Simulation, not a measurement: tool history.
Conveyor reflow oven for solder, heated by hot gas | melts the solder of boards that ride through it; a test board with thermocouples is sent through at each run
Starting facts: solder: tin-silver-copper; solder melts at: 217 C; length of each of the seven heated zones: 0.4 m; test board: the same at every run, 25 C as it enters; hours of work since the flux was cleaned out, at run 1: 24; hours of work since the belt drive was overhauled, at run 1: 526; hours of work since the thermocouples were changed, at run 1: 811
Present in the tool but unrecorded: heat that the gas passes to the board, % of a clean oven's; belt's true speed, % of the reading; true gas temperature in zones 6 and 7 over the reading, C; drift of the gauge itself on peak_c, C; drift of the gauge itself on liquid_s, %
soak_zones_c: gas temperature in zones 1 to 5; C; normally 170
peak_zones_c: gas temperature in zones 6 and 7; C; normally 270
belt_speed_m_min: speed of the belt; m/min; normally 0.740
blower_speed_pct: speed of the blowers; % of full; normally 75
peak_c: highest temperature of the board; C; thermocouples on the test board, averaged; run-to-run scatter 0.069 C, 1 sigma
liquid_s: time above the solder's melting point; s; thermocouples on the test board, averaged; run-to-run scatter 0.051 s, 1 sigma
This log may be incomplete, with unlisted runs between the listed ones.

run	hour	soak_zones_c	peak_zones_c	belt_speed_m_min	blower_speed_pct	hours of work since the flux was cleaned out	hours of work since the belt drive was overhauled	hours of work since the thermocouples were changed	peak_c	liquid_s
1	0.0	170	270	0.740	75	24	526	811	254.77	49.31
2	8.1	170	270	0.740	73	30	532	817	254.39	49.08
3	23.6	170	270	0.740	75	42	544	829	254.84	49.26
4	30.9	170	270	0.740	75	48	549	834	254.82	49.27
5	41.6	170	270	0.740	75	56	557	842	254.80	49.30
6	59.3	170	270	0.707	75	69	571	856	256.17	52.77
7	67.6	170	270	0.707	75	75	577	862	256.20	52.71
8	81.7	170	270	0.707	75	86	588	873	256.06	52.73
9	94.6	164	270	0.707	75	96	598	883	255.12	50.40
10	110.5	167	270	0.707	75	108	610	895	255.69	51.51
11	119.5	156	270	0.740	75	115	617	902	252.16	44.06
# hour 125.6: flux residue cleaned out of gas plates and filters
12	132.4	156	270	0.740	75	5	623	908	252.13	43.87
13	145.9	170	270	0.740	55	15	633	918	250.03	45.32
14	156.2	159	259	0.780	89	23	641	926	243.36	36.74
# hour 167.3: flux residue cleaned out of gas plates and filters, once more
15	176.2	159	259	0.780	89	7	652	937	244.10	37.49
16	192.8	159	260	0.730	89	19	665	950	246.90	42.96
# hour 204.8: thermocouples of zones 6 and 7 changed
17	211.0	159	260	0.730	89	32	677	5	246.09	42.33
18	222.9	170	270	0.769	78	41	686	14	253.35	46.51
19	238.3	182	262	0.867	75	53	698	25	244.33	38.36
20	246.4	160	281	0.816	75	59	704	32	258.26	43.56
21	262.0	160	261	0.636	75	71	716	44	248.86	51.76
22	269.7	160	261	0.639	50	76	722	49	243.67	45.32
23	283.0	178	261	0.639	50	87	732	60	246.90	54.32
24	291.2	178	261	0.740	75	93	738	66	247.37	47.31
25	299.7	170	283	0.754	57	99	745	72	260.59	50.93
26	309.5	170	270	0.670	75	107	752	80	256.82	56.61

What if the next run were any one of these 3? Each begins from the tool's condition after run 26:
A	319.0	170	270	0.740	85	114	759	87	?	?
B	319.0	163	270	0.885	75	114	759	87	?	?
C	319.0	170	270	0.796	55	114	759	87	?	?

run	peak_c	liquid_s
A	255.52	50.18
B	245.81	33.44
C	246.64	39.35
What these runs would have given with no unlogged condition in the tool:
run	peak_c	liquid_s
A	255.76	49.92
B	246.07	33.36
C	246.77	39.12
